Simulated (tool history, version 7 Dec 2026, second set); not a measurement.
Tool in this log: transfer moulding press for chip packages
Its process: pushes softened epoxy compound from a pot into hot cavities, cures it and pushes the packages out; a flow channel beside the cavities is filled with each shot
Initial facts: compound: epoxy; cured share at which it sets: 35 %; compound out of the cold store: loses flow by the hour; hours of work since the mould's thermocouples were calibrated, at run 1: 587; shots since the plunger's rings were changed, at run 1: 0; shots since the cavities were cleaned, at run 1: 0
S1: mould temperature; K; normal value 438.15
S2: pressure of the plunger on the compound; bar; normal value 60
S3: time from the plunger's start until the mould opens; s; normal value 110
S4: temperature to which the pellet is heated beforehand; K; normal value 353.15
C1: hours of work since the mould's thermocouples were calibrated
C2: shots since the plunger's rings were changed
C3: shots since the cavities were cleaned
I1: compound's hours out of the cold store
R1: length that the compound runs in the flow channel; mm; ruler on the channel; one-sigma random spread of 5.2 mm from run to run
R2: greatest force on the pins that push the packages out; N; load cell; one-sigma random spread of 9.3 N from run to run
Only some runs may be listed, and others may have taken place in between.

{"run": 1, "hour": 0.0, "S1": 438.15, "S2": 60, "S3": 110, "S4": 353.15, "C1": 587, "C2": 0, "C3": 0, "I1": 14.6, "R1": 697, "R2": 449}
{"hour": 9.0, "done": "mould's thermocouples calibrated"}
{"run": 2, "hour": 16.9, "S1": 438.15, "S2": 60, "S3": 110, "S4": 353.15, "C1": 5, "C2": 151, "C3": 151, "I1": 42.4, "R1": 627, "R2": 619}
{"run": 3, "hour": 46.1, "S1": 438.15, "S2": 60, "S3": 110, "S4": 353.15, "C1": 24, "C2": 447, "C3": 447, "I1": 11.6, "R1": 703, "R2": 873}
{"run": 4, "hour": 74.0, "S1": 438.15, "S2": 60, "S3": 110, "S4": 353.15, "C1": 43, "C2": 731, "C3": 731, "I1": 32.6, "R1": 651, "R2": 923}
{"run": 5, "hour": 92.5, "S1": 445.15, "S2": 60, "S3": 110, "S4": 353.15, "C1": 55, "C2": 919, "C3": 919, "I1": 17.6, "R1": 654, "R2": 731}
{"hour": 110.5, "done": "cavities cleaned with cleaning compound and waxed"}
{"run": 6, "hour": 120.5, "S1": 445.15, "S2": 60, "S3": 110, "S4": 353.15, "C1": 72, "C2": 1189, "C3": 102, "I1": 47.2, "R1": 592, "R2": 444}
{"run": 7, "hour": 151.2, "S1": 438.15, "S2": 60, "S3": 110, "S4": 345.15, "C1": 93, "C2": 1500, "C3": 413, "I1": 23.7, "R1": 663, "R2": 870}
{"run": 8, "hour": 174.9, "S1": 438.15, "S2": 62.9, "S3": 110, "S4": 353.15, "C1": 108, "C2": 1741, "C3": 654, "I1": 22.6, "R1": 681, "R2": 885}
{"run": 9, "hour": 191.3, "S1": 438.15, "S2": 62.9, "S3": 110, "S4": 353.15, "C1": 119, "C2": 1907, "C3": 820, "I1": 20.7, "R1": 681, "R2": 918}
{"hour": 218.4, "done": "cavities cleaned with cleaning compound and waxed"}
{"run": 10, "hour": 227.4, "S1": 438.15, "S2": 73.6, "S3": 110, "S4": 353.15, "C1": 142, "C2": 2259, "C3": 92, "I1": 17.6, "R1": 741, "R2": 585}
{"run": 11, "hour": 256.0, "S1": 438.15, "S2": 73.6, "S3": 110, "S4": 353.15, "C1": 161, "C2": 2550, "C3": 383, "I1": 25.8, "R1": 723, "R2": 816}
{"run": 12, "hour": 288.6, "S1": 438.15, "S2": 73.6, "S3": 110, "S4": 353.15, "C1": 182, "C2": 2880, "C3": 713, "I1": 23.5, "R1": 726, "R2": 926}
{"run": 13, "hour": 306.4, "S1": 438.15, "S2": 73.6, "S3": 110, "S4": 353.15, "C1": 194, "C2": 3061, "C3": 894, "I1": 37.7, "R1": 684, "R2": 924}
{"hour": 325.9, "done": "cavities cleaned with cleaning compound and waxed"}
{"run": 14, "hour": 339.8, "S1": 438.15, "S2": 73.6, "S3": 110, "S4": 353.15, "C1": 215, "C2": 3385, "C3": 141, "I1": 9.1, "R1": 756, "R2": 669}
{"run": 15, "hour": 371.5, "S1": 431.15, "S2": 59.7, "S3": 111, "S4": 353.15, "C1": 236, "C2": 3707, "C3": 463, "I1": 38.5, "R1": 639, "R2": 1295}
{"run": 16, "hour": 400.3, "S1": 431.15, "S2": 59.7, "S3": 111, "S4": 353.15, "C1": 255, "C2": 4000, "C3": 756, "I1": 46.3, "R1": 616, "R2": 1387}
{"run": 17, "hour": 431.8, "S1": 437.15, "S2": 60, "S3": 130, "S4": 353.15, "C1": 276, "C2": 4319, "C3": 1075, "I1": 11.9, "R1": 672, "R2": 846}
{"hour": 436.1, "done": "cavities cleaned with cleaning compound and waxed"}
{"run": 18, "hour": 455.2, "S1": 437.15, "S2": 60, "S3": 130, "S4": 353.15, "C1": 290, "C2": 4542, "C3": 194, "I1": 39.5, "R1": 609, "R2": 565}
{"run": 19, "hour": 472.1, "S1": 432.15, "S2": 60, "S3": 133, "S4": 353.15, "C1": 301, "C2": 4714, "C3": 366, "I1": 27.8, "R1": 657, "R2": 862}
{"run": 20, "hour": 487.5, "S1": 432.15, "S2": 67.9, "S3": 93, "S4": 353.15, "C1": 311, "C2": 4870, "C3": 522, "I1": 28, "R1": 695, "R2": 1832}
{"run": 21, "hour": 506.7, "S1": 437.15, "S2": 74.2, "S3": 91, "S4": 346.15, "C1": 324, "C2": 5065, "C3": 717, "I1": 15.9, "R1": 752, "R2": 1537}
{"run": 22, "hour": 529.7, "S1": 437.15, "S2": 74.2, "S3": 91, "S4": 346.15, "C1": 339, "C2": 5299, "C3": 951, "I1": 43.7, "R1": 677, "R2": 1390}
{"hour": 546.4, "done": "cavities cleaned with cleaning compound and waxed"}
{"run": 23, "hour": 563.6, "S1": 438.15, "S2": 56.8, "S3": 110, "S4": 353.15, "C1": 361, "C2": 5628, "C3": 175, "I1": 25.5, "R1": 618, "R2": 644}
{"run": 24, "hour": 589.4, "S1": 435.15, "S2": 61.4, "S3": 125, "S4": 347.15, "C1": 377, "C2": 5890, "C3": 437, "I1": 16.5, "R1": 677, "R2": 868}
{"hour": 610.0, "done": "plunger's sealing rings changed"}
{"run": 25, "hour": 615.7, "S1": 434.15, "S2": 60, "S3": 107, "S4": 353.15, "C1": 393, "C2": 58, "C3": 679, "I1": 17.1, "R1": 717, "R2": 1293}
{"run": 26, "hour": 638.7, "S1": 444.15, "S2": 61.2, "S3": 113, "S4": 343.15, "C1": 408, "C2": 291, "C3": 912, "I1": 25.9, "R1": 659, "R2": 766}
{"hour": 656.9, "done": "cavities cleaned with cleaning compound and waxed"}
{"run": 27, "hour": 669.2, "S1": 431.15, "S2": 61.2, "S3": 94, "S4": 343.15, "C1": 427, "C2": 585, "C3": 125, "I1": 36.6, "R1": 669, "R2": 1307}
{"run": 28, "hour": 689.9, "S1": 431.15, "S2": 61.2, "S3": 94, "S4": 343.15, "C1": 441, "C2": 796, "C3": 336, "I1": 34.6, "R1": 667, "R2": 1740}

How the hidden state differs across the entries between the runs, from the last listed run before each to the first after it:
After run 1, before run 2: mould's thermocouples calibrated (hour 9)
  true mould temperature over the reading, C: -0.92 -> 0.01; pressure that reaches the compound, % of what is set: 99.7 -> 99.46; grip of the stained cavities, % over clean ones': 0.4 -> 46.8
  measured value less the no-hidden-state value, R1: +2 -> -2 mm; R2: +25 -> +197 N
After run 5, before run 6: cavities cleaned with cleaning compound and waxed (hour 110.5)
  true mould temperature over the reading, C: -0.04 -> -0.06; pressure that reaches the compound, % of what is set: 98.25 -> 97.85; grip of the stained cavities, % over clean ones': 121.1 -> 34.4
  measured value less the no-hidden-state value, R1: -5 -> -6 mm; R2: +402 -> +114 N
After run 9, before run 10: cavities cleaned with cleaning compound and waxed (hour 218.4)
  true mould temperature over the reading, C: -0.1 -> -0.13; pressure that reaches the compound, % of what is set: 96.84 -> 96.27; grip of the stained cavities, % over clean ones': 118.6 -> 34.2
  measured value less the no-hidden-state value, R1: -11 -> -14 mm; R2: +502 -> +151 N
After run 13, before run 14: cavities cleaned with cleaning compound and waxed (hour 325.9)
  true mould temperature over the reading, C: -0.18 -> -0.2; pressure that reaches the compound, % of what is set: 95.07 -> 94.56; grip of the stained cavities, % over clean ones': 120.4 -> 48.1
  measured value less the no-hidden-state value, R1: -17 -> -20 mm; R2: +505 -> +220 N
After run 17, before run 18: cavities cleaned with cleaning compound and waxed (hour 436.1)
  true mould temperature over the reading, C: -0.27 -> -0.28; pressure that reaches the compound, % of what is set: 93.16 -> 92.87; grip of the stained cavities, % over clean ones': 123.8 -> 58.3
  measured value less the no-hidden-state value, R1: -23 -> -22 mm; R2: +471 -> +212 N
After run 22, before run 23: cavities cleaned with cleaning compound and waxed (hour 546.4)
  true mould temperature over the reading, C: -0.33 -> -0.36; pressure that reaches the compound, % of what is set: 91.78 -> 91.28; grip of the stained cavities, % over clean ones': 121.6 -> 54.4
  measured value less the no-hidden-state value, R1: -28 -> -28 mm; R2: +778 -> +235 N
After run 24, before run 25: plunger's sealing rings changed (hour 610)
  true mould temperature over the reading, C: -0.37 -> -0.39; pressure that reaches the compound, % of what is set: 90.87 -> 99.7; grip of the stained cavities, % over clean ones': 96.4 -> 112.9
  measured value less the no-hidden-state value, R1: -31 -> +1 mm; R2: +437 -> +702 N
After run 26, before run 27: cavities cleaned with cleaning compound and waxed (hour 656.9)
  true mould temperature over the reading, C: -0.41 -> -0.42; pressure that reaches the compound, % of what is set: 99.37 -> 98.92; grip of the stained cavities, % over clean ones': 120.6 -> 39.7
  measured value less the no-hidden-state value, R1: -1 -> -2 mm; R2: +420 -> +395 N
